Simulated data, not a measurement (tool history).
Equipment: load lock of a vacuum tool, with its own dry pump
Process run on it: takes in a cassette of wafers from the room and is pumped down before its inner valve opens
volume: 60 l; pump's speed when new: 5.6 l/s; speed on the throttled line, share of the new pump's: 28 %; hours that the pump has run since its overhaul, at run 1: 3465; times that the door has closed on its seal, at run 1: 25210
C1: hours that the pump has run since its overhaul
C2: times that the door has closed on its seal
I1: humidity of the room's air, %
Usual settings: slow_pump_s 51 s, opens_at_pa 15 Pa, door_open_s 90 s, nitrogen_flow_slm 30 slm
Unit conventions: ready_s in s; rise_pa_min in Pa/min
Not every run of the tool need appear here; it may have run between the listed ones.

Run 1, day 0.000: usual settings; C1 3465; C2 25210; I1 43.5. Result: ready_s 132.8 s, rise_pa_min 0.333 Pa/min.
Run 2, day 18.925: usual settings; C1 3919; C2 26786; I1 47.8. Result: ready_s 132.4 s, rise_pa_min 0.353 Pa/min.
Run 3, day 30.346: usual settings; C1 4193; C2 27738; I1 45.6. Result: ready_s 132.4 s, rise_pa_min 0.367 Pa/min.
Run 4, day 52.046: usual settings but opens_at_pa 19 Pa; C1 4714; C2 29546; I1 45.1. Result: ready_s 131.0 s, rise_pa_min 0.389 Pa/min.
Run 5, day 65.842: usual settings but door_open_s 94 s; C1 5045; C2 30695; I1 41.8. Result: ready_s 132.8 s, rise_pa_min 0.431 Pa/min.
At day 88.367: door's seal changed, seat wiped.
Run 6, day 89.588: usual settings; C1 5613; C2 102; I1 43.0. Result: ready_s 134.0 s, rise_pa_min 0.023 Pa/min.
Run 7, day 106.904: usual settings but door_open_s 172 s; C1 6029; C2 1545; I1 46.5. Result: ready_s 133.6 s, rise_pa_min 0.049 Pa/min.
Run 8, day 132.379: usual settings but door_open_s 172 s; C1 6640; C2 3667; I1 45.1. Result: ready_s 134.2 s, rise_pa_min 0.053 Pa/min.
Run 9, day 156.758: usual settings but door_open_s 172 s; C1 7225; C2 5699; I1 46.7. Result: ready_s 134.1 s, rise_pa_min 0.072 Pa/min.
Run 10, day 181.633: usual settings but door_open_s 172 s; C1 7822; C2 7771; I1 43.6. Result: ready_s 134.5 s, rise_pa_min 0.081 Pa/min.
Run 11, day 198.904: usual settings but door_open_s 172 s; C1 8237; C2 9210; I1 46.5. Result: ready_s 134.7 s, rise_pa_min 0.092 Pa/min.
Run 12, day 220.646: usual settings; C1 8759; C2 11022; I1 47.8. Result: ready_s 135.4 s, rise_pa_min 0.094 Pa/min.
Run 13, day 246.354: usual settings; C1 9376; C2 13164; I1 46.3. Result: ready_s 136.6 s, rise_pa_min 0.108 Pa/min.
Run 14, day 260.950: usual settings; C1 9726; C2 14380; I1 43.8. Result: ready_s 137.3 s, rise_pa_min 0.123 Pa/min.
Run 15, day 274.558: usual settings; C1 10053; C2 15514; I1 46.3. Result: ready_s 135.6 s, rise_pa_min 0.138 Pa/min.
Run 16, day 299.192: usual settings but opens_at_pa 14 Pa, door_open_s 73 s; C1 10644; C2 17566; I1 45.8. Result: ready_s 136.1 s, rise_pa_min 0.158 Pa/min.
Run 17, day 314.996: usual settings but opens_at_pa 14 Pa, door_open_s 73 s; C1 11023; C2 18883; I1 44.7. Result: ready_s 138.1 s, rise_pa_min 0.182 Pa/min.
Run 18, day 331.867: usual settings but slow_pump_s 99 s, opens_at_pa 20 Pa, door_open_s 208 s, nitrogen_flow_slm 13 slm; C1 11428; C2 20289; I1 45.9. Result: ready_s 166.1 s, rise_pa_min 0.248 Pa/min.
Run 19, day 359.308: usual settings but slow_pump_s 99 s, opens_at_pa 20 Pa, door_open_s 208 s, nitrogen_flow_slm 13 slm; C1 12087; C2 22575; I1 42.9. Result: ready_s 167.2 s, rise_pa_min 0.273 Pa/min.
Run 20, day 380.783: usual settings but door_open_s 86 s, nitrogen_flow_slm 44 slm; C1 12602; C2 24364; I1 41.7. Result: ready_s 137.8 s, rise_pa_min 0.261 Pa/min.
Run 21, day 397.696: usual settings but door_open_s 86 s, nitrogen_flow_slm 44 slm; C1 13008; C2 25774; I1 45.6. Result: ready_s 137.2 s, rise_pa_min 0.280 Pa/min.
Run 22, day 415.500: usual settings but slow_pump_s 27 s, opens_at_pa 18 Pa, door_open_s 161 s, nitrogen_flow_slm 20 slm; C1 13435; C2 27257; I1 44.5. Result: ready_s 118.2 s, rise_pa_min 0.339 Pa/min.
Run 23, day 438.921: usual settings but opens_at_pa 21 Pa, door_open_s 161 s, nitrogen_flow_slm 17 slm; C1 13997; C2 29208; I1 39.8. Result: ready_s 133.0 s, rise_pa_min 0.368 Pa/min.
Run 24, day 463.046: usual settings but slow_pump_s 26 s, opens_at_pa 25 Pa, door_open_s 161 s, nitrogen_flow_slm 17 slm; C1 14576; C2 31218; I1 48.3. Result: ready_s 115.4 s, rise_pa_min 0.417 Pa/min.
At day 478.617: door's seal changed, seat wiped.
Run 25, day 485.229: usual settings but slow_pump_s 26 s, opens_at_pa 25 Pa, door_open_s 161 s, nitrogen_flow_slm 17 slm; C1 15107; C2 551; I1 44.5. Result: ready_s 114.6 s, rise_pa_min 0.051 Pa/min.
Run 26, day 504.450: usual settings but slow_pump_s 29 s, opens_at_pa 25 Pa, door_open_s 27 s, nitrogen_flow_slm 16 slm; C1 15568; C2 2152; I1 42.1. Result: ready_s 118.0 s, rise_pa_min 0.026 Pa/min.
Run 27, day 517.792: usual settings but slow_pump_s 84 s, opens_at_pa 11 Pa; C1 15889; C2 3264; I1 45.6. Result: ready_s 165.4 s, rise_pa_min 0.037 Pa/min.
Run 28, day 531.350: usual settings but nitrogen_flow_slm 4 slm; C1 16214; C2 4394; I1 45.3. Result: ready_s 141.4 s, rise_pa_min 0.073 Pa/min.
At day 544.367: dry pump taken out, an overhauled one fitted.
Run 29, day 556.304: usual settings but slow_pump_s 58 s, opens_at_pa 30 Pa, nitrogen_flow_slm 17 slm; C1 287; C2 6452; I1 46.2. Result: ready_s 130.3 s, rise_pa_min 0.069 Pa/min.
Run 30, day 570.654: usual settings but door_open_s 189 s; C1 631; C2 7647; I1 42.2. Result: ready_s 131.2 s, rise_pa_min 0.080 Pa/min.

Hidden state or all else? Some run-to-run changes of ready_s, split into what the settings, what came in and random variation would give without the hidden state, and what is left for the hidden state (with any gauge scatter that isn't in both results):
Hidden state present: pump's speed, % of a new pump's; leak at the door's seal, Pa l/s; drift of the gauge itself on ready_s, %; drift of the gauge itself on rise_pa_min, %.
Run 17 -> 18: slow_pump_s 51 -> 99, opens_at_pa 14 -> 20, door_open_s 73 -> 208, nitrogen_flow_slm 30 -> 13. ready_s +28.0 s: hidden state -1.0, all else +29.0.
Run 19 -> 20: slow_pump_s 99 -> 51, opens_at_pa 20 -> 15, door_open_s 208 -> 86, nitrogen_flow_slm 13 -> 44. ready_s -29.4 s: hidden state +1.5, all else -30.9.
Run 26 -> 27: slow_pump_s 29 -> 84, opens_at_pa 25 -> 11, door_open_s 27 -> 90, nitrogen_flow_slm 16 -> 30. ready_s +47.4 s: hidden state -0.6, all else +48.0.
Run 28 -> 29: slow_pump_s 51 -> 58, opens_at_pa 15 -> 30, nitrogen_flow_slm 4 -> 17, dry pump taken out, an overhauled one fitted. ready_s -11.1 s: hidden state -8.3, all else -2.8.

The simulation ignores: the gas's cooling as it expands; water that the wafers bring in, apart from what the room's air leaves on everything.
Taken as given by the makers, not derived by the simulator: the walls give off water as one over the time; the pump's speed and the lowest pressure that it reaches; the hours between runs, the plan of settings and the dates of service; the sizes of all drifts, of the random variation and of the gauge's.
